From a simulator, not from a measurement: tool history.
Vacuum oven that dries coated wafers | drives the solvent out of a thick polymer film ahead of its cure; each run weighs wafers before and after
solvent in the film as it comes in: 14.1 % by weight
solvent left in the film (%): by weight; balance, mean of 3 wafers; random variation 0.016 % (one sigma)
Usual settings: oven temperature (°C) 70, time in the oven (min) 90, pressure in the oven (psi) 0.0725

{"run": 1, "day": 0.0, "oven temperature (°C)": 70, "time in the oven (min)": 90, "pressure in the oven (psi)": 0.0725, "solvent left in the film (%)": 1.02}
{"run": 2, "day": 1.546, "oven temperature (°C)": 70, "time in the oven (min)": 90, "pressure in the oven (psi)": 0.0725, "solvent left in the film (%)": 1.04}
{"run": 3, "day": 2.704, "oven temperature (°C)": 70, "time in the oven (min)": 90, "pressure in the oven (psi)": 0.0725, "solvent left in the film (%)": 1.04}
{"run": 4, "day": 3.917, "oven temperature (°C)": 70, "time in the oven (min)": 90, "pressure in the oven (psi)": 0.0725, "solvent left in the film (%)": 1.02}
{"run": 5, "day": 5.167, "oven temperature (°C)": 70, "time in the oven (min)": 90, "pressure in the oven (psi)": 0.0725, "solvent left in the film (%)": 1.03}
{"run": 6, "day": 6.462, "oven temperature (°C)": 70, "time in the oven (min)": 90, "pressure in the oven (psi)": 0.2783, "solvent left in the film (%)": 1.74}
{"run": 7, "day": 7.904, "oven temperature (°C)": 70, "time in the oven (min)": 90, "pressure in the oven (psi)": 0.2856, "solvent left in the film (%)": 1.75}
{"run": 8, "day": 8.838, "oven temperature (°C)": 70, "time in the oven (min)": 90, "pressure in the oven (psi)": 0.2856, "solvent left in the film (%)": 1.76}
{"run": 9, "day": 9.55, "oven temperature (°C)": 70, "time in the oven (min)": 90, "pressure in the oven (psi)": 0.2856, "solvent left in the film (%)": 1.75}
{"run": 10, "day": 11.133, "oven temperature (°C)": 70, "time in the oven (min)": 90, "pressure in the oven (psi)": 0.0725, "solvent left in the film (%)": 0.99}
{"run": 11, "day": 12.221, "oven temperature (°C)": 70, "time in the oven (min)": 90, "pressure in the oven (psi)": 0.0725, "solvent left in the film (%)": 0.99}
{"run": 12, "day": 13.275, "oven temperature (°C)": 74, "time in the oven (min)": 90, "pressure in the oven (psi)": 0.0725, "solvent left in the film (%)": 0.5}
{"run": 13, "day": 14.25, "oven temperature (°C)": 74, "time in the oven (min)": 90, "pressure in the oven (psi)": 0.0725, "solvent left in the film (%)": 0.51}
{"run": 14, "day": 15.375, "oven temperature (°C)": 80, "time in the oven (min)": 90, "pressure in the oven (psi)": 0.0437, "solvent left in the film (%)": 0.14}
{"run": 15, "day": 16.204, "oven temperature (°C)": 78, "time in the oven (min)": 66, "pressure in the oven (psi)": 0.0776, "solvent left in the film (%)": 0.48}
{"run": 16, "day": 17.796, "oven temperature (°C)": 69, "time in the oven (min)": 47, "pressure in the oven (psi)": 0.2428, "solvent left in the film (%)": 3.81}
{"run": 17, "day": 18.579, "oven temperature (°C)": 69, "time in the oven (min)": 47, "pressure in the oven (psi)": 0.2428, "solvent left in the film (%)": 3.75}
{"run": 18, "day": 19.679, "oven temperature (°C)": 69, "time in the oven (min)": 47, "pressure in the oven (psi)": 0.2428, "solvent left in the film (%)": 3.76}
{"run": 19, "day": 20.421, "oven temperature (°C)": 70, "time in the oven (min)": 153, "pressure in the oven (psi)": 0.1577, "solvent left in the film (%)": 0.71}
{"run": 20, "day": 21.404, "oven temperature (°C)": 58, "time in the oven (min)": 89, "pressure in the oven (psi)": 0.1534, "solvent left in the film (%)": 5.03}
{"run": 21, "day": 22.746, "oven temperature (°C)": 58, "time in the oven (min)": 89, "pressure in the oven (psi)": 0.1534, "solvent left in the film (%)": 5.03}
{"run": 22, "day": 23.517, "oven temperature (°C)": 70, "time in the oven (min)": 90, "pressure in the oven (psi)": 0.0413, "solvent left in the film (%)": 0.88}

Forecast run 23:
{"run": 23, "day": 25.054, "oven temperature (°C)": 70, "time in the oven (min)": 107, "pressure in the oven (psi)": 0.0535, "solvent left in the film (%)": "?"}

{"run 23": {"solvent left in the film (%)": 0.63}}
Without the tool's hidden state the same run would have given solvent left in the film (%) 0.70.

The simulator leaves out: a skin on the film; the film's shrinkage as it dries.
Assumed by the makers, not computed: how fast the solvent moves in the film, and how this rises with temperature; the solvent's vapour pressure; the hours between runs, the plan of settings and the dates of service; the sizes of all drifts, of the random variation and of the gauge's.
